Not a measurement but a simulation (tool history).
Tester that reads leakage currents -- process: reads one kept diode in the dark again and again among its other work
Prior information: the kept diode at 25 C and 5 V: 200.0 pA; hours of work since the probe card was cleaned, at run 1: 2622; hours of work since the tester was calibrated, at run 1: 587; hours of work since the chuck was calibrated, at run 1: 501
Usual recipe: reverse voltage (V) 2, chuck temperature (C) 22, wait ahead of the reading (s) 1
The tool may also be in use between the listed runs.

| run | hour | reverse voltage (V) | chuck temperature (C) | wait ahead of the reading (s) | hours of work since the probe card was cleaned | hours of work since the tester was calibrated | hours of work since the chuck was calibrated | current that the tester gives (pA) |
|---|---|---|---|---|---|---|---|---|
| 1 | 0 | 2 | 22 | 1 | 2622 | 587 | 501 | 99.56 |
| 2 | 90.1 | 2 | 22 | 1 | 2670 | 635 | 549 | 98.96 |
| 3 | 240.3 | 2 | 22 | 1 | 2750 | 715 | 629 | 98.9 |
| 4 | 335.8 | 3.28 | 22 | 1 | 2801 | 766 | 680 | 125.61 |
|  | 480.2 | probe card cleaned and baked |
| 5 | 524.2 | 17.56 | 22 | 1 | 24 | 865 | 779 | 284.23 |
| 6 | 667.6 | 17.56 | 22 | 1 | 100 | 942 | 856 | 281.25 |
| 7 | 772.4 | 17.56 | 22 | 1 | 156 | 998 | 912 | 280.7 |
| 8 | 902.9 | 1.2 | 22 | 1 | 226 | 1068 | 982 | 74.94 |
| 9 | 1048.2 | 2 | 22 | 1 | 303 | 1145 | 1059 | 95.81 |
| 10 | 1149.3 | 6.45 | 22 | 1 | 357 | 1199 | 1113 | 171.14 |
| 11 | 1287.9 | 2 | 35 | 1 | 432 | 1273 | 1187 | 257.81 |
| 12 | 1363.7 | 2 | 35 | 1 | 472 | 1314 | 1228 | 259.24 |
| 13 | 1515.4 | 2 | 35 | 1 | 553 | 1395 | 1309 | 259.46 |
| 14 | 1622 | 2 | 35 | 1 | 610 | 1452 | 1366 | 258.71 |
| 15 | 1733.5 | 2 | 22 | 1 | 670 | 1511 | 1425 | 94.26 |
|  | 1749.6 | tester calibrated |
| 16 | 1866.2 | 2 | 22 | 1 | 739 | 62 | 1495 | 94.37 |
| 17 | 2006.5 | 2 | 22 | 1 | 814 | 137 | 1570 | 94.08 |
|  | 2058.9 | chuck's temperature calibrated |
| 18 | 2171.4 | 2.41 | 55 | 1 | 901 | 224 | 60 | 1215.33 |
| 19 | 2335.3 | 7.24 | 55 | 2.55 | 989 | 312 | 148 | 2075.61 |
| 20 | 2490.7 | 16.67 | 22 | 0.3 | 1072 | 395 | 231 | 296.78 |
| 21 | 2589.9 | 1.42 | 50 | 2.02 | 1125 | 448 | 284 | 669.35 |
|  | 2688.7 | tester calibrated, once more |
| 22 | 2766.6 | 1.42 | 50 | 2.02 | 1218 | 42 | 377 | 651.61 |
| 23 | 2910.5 | 1.52 | 40 | 6.51 | 1295 | 119 | 454 | 336.1 |
| 24 | 3095.8 | 2 | 54 | 1 | 1394 | 218 | 553 | 999.04 |
| 25 | 3222.8 | 1.59 | 39 | 7.65 | 1462 | 285 | 621 | 317.61 |
| 26 | 3349.4 | 1.59 | 39 | 7.65 | 1530 | 353 | 688 | 319.53 |
| 27 | 3445.9 | 1.59 | 39 | 7.65 | 1581 | 405 | 740 | 317.77 |
| 28 | 3617.2 | 10.37 | 39 | 5.5 | 1673 | 496 | 831 | 790.59 |
| 29 | 3719.4 | 10.37 | 31 | 5.5 | 1727 | 551 | 886 | 437.96 |
| 30 | 3819 | 8.04 | 58 | 1 | 1781 | 604 | 939 | 2515.73 |
| 31 | 3960 | 2 | 22 | 5.69 | 1856 | 679 | 1015 | 95.73 |
| 32 | 4048.1 | 2 | 21 | 5.69 | 1903 | 726 | 1062 | 88.25 |

Pick out some run-to-run changes in current that the tester gives (pA). Of each, how much would a tool without hidden state show as well, from the settings, what came in and chance, and how much is left for the hidden state and any gauge scatter not in both results compared?
Hidden state present: stray current of the dirty probe card, pA a volt; current scale over the true one, %; true chuck temperature over the reading, C; drift of the gauge itself on leakage_pa, %.
Run 17 -> 18: reverse voltage (V) 2 -> 2.41, chuck temperature (C) 22 -> 55, chuck's temperature calibrated. current that the tester gives (pA) +1121.25: hidden state +21.89, all else +1099.36.
Run 19 -> 20: reverse voltage (V) 7.24 -> 16.67, chuck temperature (C) 55 -> 22, wait ahead of the reading (s) 2.55 -> 0.3. current that the tester gives (pA) -1778.83: hidden state -16.39, all else -1762.44.
Run 29 -> 30: reverse voltage (V) 10.37 -> 8.04, chuck temperature (C) 31 -> 58, wait ahead of the reading (s) 5.5 -> 1. current that the tester gives (pA) +2077.77: hidden state -80.4, all else +2158.17.
Run 30 -> 31: reverse voltage (V) 8.04 -> 2, chuck temperature (C) 58 -> 22, wait ahead of the reading (s) 1 -> 5.69. current that the tester gives (pA) -2420: hidden state +93.04, all else -2513.04.
